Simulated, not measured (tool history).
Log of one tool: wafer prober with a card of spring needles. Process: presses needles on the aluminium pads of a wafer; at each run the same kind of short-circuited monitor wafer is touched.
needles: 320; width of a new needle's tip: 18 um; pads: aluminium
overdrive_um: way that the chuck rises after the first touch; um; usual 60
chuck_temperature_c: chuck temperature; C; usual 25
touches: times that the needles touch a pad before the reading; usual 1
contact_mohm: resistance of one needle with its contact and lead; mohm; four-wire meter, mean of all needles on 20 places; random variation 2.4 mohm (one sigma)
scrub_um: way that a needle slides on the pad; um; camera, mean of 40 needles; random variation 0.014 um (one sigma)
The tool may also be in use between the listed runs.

{"run": 1, "hour": 0.0, "overdrive_um": 60, "chuck_temperature_c": 25, "touches": 1, "contact_mohm": 269, "scrub_um": 16.34}
{"hour": 5.0, "done": "tips cleaned on abrasive film"}
{"hour": 11.1, "done": "tips cleaned on abrasive film"}
{"hour": 17.1, "done": "tips cleaned on abrasive film"}
{"run": 2, "hour": 17.3, "overdrive_um": 60, "chuck_temperature_c": 25, "touches": 1, "contact_mohm": 267, "scrub_um": 16.34}
{"hour": 22.3, "done": "tips cleaned on abrasive film"}
{"hour": 28.3, "done": "tips cleaned on abrasive film"}
{"hour": 33.3, "done": "tips cleaned on abrasive film"}
{"run": 3, "hour": 36.6, "overdrive_um": 60, "chuck_temperature_c": 25, "touches": 1, "contact_mohm": 272, "scrub_um": 16.32}
{"hour": 39.1, "done": "tips cleaned on abrasive film"}
{"hour": 45.2, "done": "tips cleaned on abrasive film"}
{"hour": 46.6, "done": "height of the first contact set anew"}
{"hour": 51.5, "done": "tips cleaned on abrasive film"}
{"run": 4, "hour": 52.7, "overdrive_um": 49, "chuck_temperature_c": 25, "touches": 1, "contact_mohm": 267, "scrub_um": 13.31}
{"hour": 56.5, "done": "tips cleaned on abrasive film"}
{"hour": 61.4, "done": "tips cleaned on abrasive film"}
{"hour": 67.5, "done": "tips cleaned on abrasive film"}
{"hour": 73.0, "done": "tips cleaned on abrasive film"}
{"run": 5, "hour": 73.0, "overdrive_um": 49, "chuck_temperature_c": 25, "touches": 1, "contact_mohm": 264, "scrub_um": 13.27}
{"hour": 79.2, "done": "tips cleaned on abrasive film"}
{"hour": 85.2, "done": "tips cleaned on abrasive film"}
{"run": 6, "hour": 85.8, "overdrive_um": 49, "chuck_temperature_c": 25, "touches": 1, "contact_mohm": 270, "scrub_um": 13.25}
{"hour": 90.8, "done": "tips cleaned on abrasive film"}
{"hour": 95.7, "done": "tips cleaned on abrasive film"}
{"hour": 101.9, "done": "tips cleaned on abrasive film"}
{"run": 7, "hour": 103.5, "overdrive_um": 49, "chuck_temperature_c": 25, "touches": 1, "contact_mohm": 269, "scrub_um": 13.26}
{"hour": 107.3, "done": "tips cleaned on abrasive film"}
{"hour": 113.4, "done": "tips cleaned on abrasive film"}
{"hour": 119.5, "done": "tips cleaned on abrasive film"}
{"run": 8, "hour": 123.1, "overdrive_um": 49, "chuck_temperature_c": 25, "touches": 3, "contact_mohm": 269, "scrub_um": 13.22}
{"hour": 125.6, "done": "tips cleaned on abrasive film"}
{"hour": 131.6, "done": "tips cleaned on abrasive film"}
{"hour": 137.8, "done": "tips cleaned on abrasive film"}
{"run": 9, "hour": 139.4, "overdrive_um": 49, "chuck_temperature_c": 25, "touches": 3, "contact_mohm": 265, "scrub_um": 13.21}
{"hour": 143.1, "done": "tips cleaned on abrasive film"}
{"hour": 149.1, "done": "tips cleaned on abrasive film"}
{"run": 10, "hour": 151.9, "overdrive_um": 49, "chuck_temperature_c": 25, "touches": 3, "contact_mohm": 269, "scrub_um": 13.2}
{"hour": 154.1, "done": "tips cleaned on abrasive film"}
{"hour": 160.1, "done": "tips cleaned on abrasive film"}
{"hour": 165.0, "done": "tips cleaned on abrasive film"}
{"hour": 166.5, "done": "height of the first contact set anew"}
{"hour": 171.4, "done": "tips cleaned on abrasive film"}
{"run": 11, "hour": 174.8, "overdrive_um": 49, "chuck_temperature_c": 25, "touches": 3, "contact_mohm": 266, "scrub_um": 13.17}
{"hour": 177.3, "done": "tips cleaned on abrasive film"}
{"hour": 182.3, "done": "tips cleaned on abrasive film"}
{"hour": 188.5, "done": "tips cleaned on abrasive film"}
{"hour": 194.5, "done": "tips cleaned on abrasive film"}
{"hour": 199.6, "done": "tips cleaned on abrasive film"}
{"run": 12, "hour": 199.6, "overdrive_um": 49, "chuck_temperature_c": 25, "touches": 3, "contact_mohm": 270, "scrub_um": 13.17}
{"hour": 205.7, "done": "tips cleaned on abrasive film"}
{"hour": 210.7, "done": "tips cleaned on abrasive film"}
{"run": 13, "hour": 211.5, "overdrive_um": 49, "chuck_temperature_c": 25, "touches": 3, "contact_mohm": 267, "scrub_um": 13.17}
{"hour": 216.4, "done": "tips cleaned on abrasive film"}
{"hour": 222.5, "done": "tips cleaned on abrasive film"}
{"hour": 228.7, "done": "tips cleaned on abrasive film"}
{"hour": 234.4, "done": "tips cleaned on abrasive film"}
{"run": 14, "hour": 234.4, "overdrive_um": 60, "chuck_temperature_c": 66, "touches": 2, "contact_mohm": 278, "scrub_um": 16.09}
{"hour": 240.5, "done": "tips cleaned on abrasive film"}
{"hour": 246.7, "done": "tips cleaned on abrasive film"}
{"hour": 252.8, "done": "tips cleaned on abrasive film"}
{"hour": 258.7, "done": "tips cleaned on abrasive film"}
{"run": 15, "hour": 258.7, "overdrive_um": 60, "chuck_temperature_c": 66, "touches": 1, "contact_mohm": 274, "scrub_um": 16.05}
{"hour": 264.8, "done": "tips cleaned on abrasive film"}
{"hour": 270.9, "done": "tips cleaned on abrasive film"}
{"run": 16, "hour": 273.1, "overdrive_um": 60, "chuck_temperature_c": 66, "touches": 1, "contact_mohm": 275, "scrub_um": 16.03}
{"hour": 276.8, "done": "tips cleaned on abrasive film"}
{"hour": 281.7, "done": "tips cleaned on abrasive film"}
{"hour": 286.8, "done": "height of the first contact set anew"}
{"hour": 288.1, "done": "tips cleaned on abrasive film"}
{"run": 17, "hour": 290.8, "overdrive_um": 60, "chuck_temperature_c": 66, "touches": 1, "contact_mohm": 275, "scrub_um": 16.06}
{"hour": 293.3, "done": "tips cleaned on abrasive film"}
{"hour": 296.9, "done": "gauge calibrated"}
{"hour": 299.4, "done": "tips cleaned on abrasive film"}
{"hour": 305.6, "done": "tips cleaned on abrasive film"}
{"hour": 311.8, "done": "tips cleaned on abrasive film"}
{"run": 18, "hour": 312.6, "overdrive_um": 75, "chuck_temperature_c": 27, "touches": 1, "contact_mohm": 273, "scrub_um": 20.41}
{"hour": 317.6, "done": "tips cleaned on abrasive film"}
{"hour": 322.5, "done": "tips cleaned on abrasive film"}
{"hour": 328.5, "done": "tips cleaned on abrasive film"}
{"run": 19, "hour": 332.5, "overdrive_um": 75, "chuck_temperature_c": 38, "touches": 1, "contact_mohm": 269, "scrub_um": 20.38}
{"hour": 333.8, "done": "tips cleaned on abrasive film"}
{"hour": 339.9, "done": "tips cleaned on abrasive film"}
{"hour": 345.9, "done": "tips cleaned on abrasive film"}
{"hour": 352.1, "done": "tips cleaned on abrasive film"}
{"hour": 357.6, "done": "tips cleaned on abrasive film"}
{"run": 20, "hour": 357.6, "overdrive_um": 54, "chuck_temperature_c": 38, "touches": 3, "contact_mohm": 269, "scrub_um": 14.65}
{"hour": 362.6, "done": "tips cleaned on abrasive film"}
{"hour": 368.6, "done": "tips cleaned on abrasive film"}
{"run": 21, "hour": 372.9, "overdrive_um": 54, "chuck_temperature_c": 38, "touches": 3, "contact_mohm": 275, "scrub_um": 14.65}
{"hour": 374.2, "done": "tips cleaned on abrasive film"}
{"hour": 380.4, "done": "tips cleaned on abrasive film"}
{"hour": 386.6, "done": "tips cleaned on abrasive film"}
{"hour": 392.7, "done": "tips cleaned on abrasive film"}
{"run": 22, "hour": 394.7, "overdrive_um": 49, "chuck_temperature_c": 82, "touches": 2, "contact_mohm": 288, "scrub_um": 13.24}
{"hour": 398.3, "done": "tips cleaned on abrasive film"}
{"hour": 404.5, "done": "tips cleaned on abrasive film"}
{"hour": 407.2, "done": "height of the first contact set anew"}
{"run": 23, "hour": 408.3, "overdrive_um": 56, "chuck_temperature_c": 41, "touches": 2, "contact_mohm": 272, "scrub_um": 15.14}
{"hour": 410.8, "done": "tips cleaned on abrasive film"}
{"hour": 415.7, "done": "tips cleaned on abrasive film"}
{"hour": 421.8, "done": "tips cleaned on abrasive film"}
{"hour": 427.7, "done": "tips cleaned on abrasive film"}
{"hour": 432.7, "done": "tips cleaned on abrasive film"}
{"run": 24, "hour": 433.8, "overdrive_um": 56, "chuck_temperature_c": 41, "touches": 2, "contact_mohm": 272, "scrub_um": 15.12}
{"hour": 438.8, "done": "tips cleaned on abrasive film"}
{"hour": 444.9, "done": "tips cleaned on abrasive film"}
{"hour": 451.1, "done": "tips cleaned on abrasive film"}
{"run": 25, "hour": 454.9, "overdrive_um": 60, "chuck_temperature_c": 25, "touches": 2, "contact_mohm": 268, "scrub_um": 16.17}
{"hour": 456.3, "done": "tips cleaned on abrasive film"}
{"hour": 462.4, "done": "tips cleaned on abrasive film"}
{"run": 26, "hour": 466.2, "overdrive_um": 60, "chuck_temperature_c": 25, "touches": 2, "contact_mohm": 268, "scrub_um": 16.17}

5 ways to go on from here, each from the tool as it stands after run 26. What would each give?
{"hour": 468.6, "done": "tips cleaned on abrasive film"}
{"hour": 474.7, "done": "tips cleaned on abrasive film"}
{"hour": 479.7, "done": "tips cleaned on abrasive film"}
{"hour": 485.8, "done": "tips cleaned on abrasive film"}
{"run": "A", "hour": 486.6, "overdrive_um": 60, "chuck_temperature_c": 30, "touches": 3, "contact_mohm": "?", "scrub_um": "?"}
{"hour": 468.6, "done": "tips cleaned on abrasive film"}
{"hour": 474.7, "done": "tips cleaned on abrasive film"}
{"hour": 479.7, "done": "tips cleaned on abrasive film"}
{"hour": 485.8, "done": "tips cleaned on abrasive film"}
{"run": "B", "hour": 486.6, "overdrive_um": 60, "chuck_temperature_c": 29, "touches": 2, "contact_mohm": "?", "scrub_um": "?"}
{"hour": 468.6, "done": "tips cleaned on abrasive film"}
{"hour": 474.7, "done": "tips cleaned on abrasive film"}
{"hour": 479.7, "done": "tips cleaned on abrasive film"}
{"hour": 485.8, "done": "tips cleaned on abrasive film"}
{"run": "C", "hour": 486.6, "overdrive_um": 79, "chuck_temperature_c": 54, "touches": 1, "contact_mohm": "?", "scrub_um": "?"}
{"hour": 468.6, "done": "tips cleaned on abrasive film"}
{"hour": 474.7, "done": "tips cleaned on abrasive film"}
{"hour": 479.7, "done": "tips cleaned on abrasive film"}
{"hour": 485.8, "done": "tips cleaned on abrasive film"}
{"run": "D", "hour": 486.6, "overdrive_um": 64, "chuck_temperature_c": 25, "touches": 2, "contact_mohm": "?", "scrub_um": "?"}
{"hour": 468.6, "done": "tips cleaned on abrasive film"}
{"hour": 474.7, "done": "tips cleaned on abrasive film"}
{"hour": 479.7, "done": "tips cleaned on abrasive film"}
{"hour": 485.8, "done": "tips cleaned on abrasive film"}
{"run": "E", "hour": 486.6, "overdrive_um": 45, "chuck_temperature_c": 57, "touches": 2, "contact_mohm": "?", "scrub_um": "?"}

run=A contact_mohm=265 scrub_um=16.14
run=B contact_mohm=271 scrub_um=16.14
run=C contact_mohm=276 scrub_um=21.22
run=D contact_mohm=265 scrub_um=17.23
run=E contact_mohm=279 scrub_um=12.08
Without the tool's hidden state the same runs would have given:
run=A contact_mohm=265 scrub_um=16.36
run=B contact_mohm=270 scrub_um=16.36
run=C contact_mohm=275 scrub_um=21.50
run=D contact_mohm=265 scrub_um=17.47
run=E contact_mohm=278 scrub_um=12.25
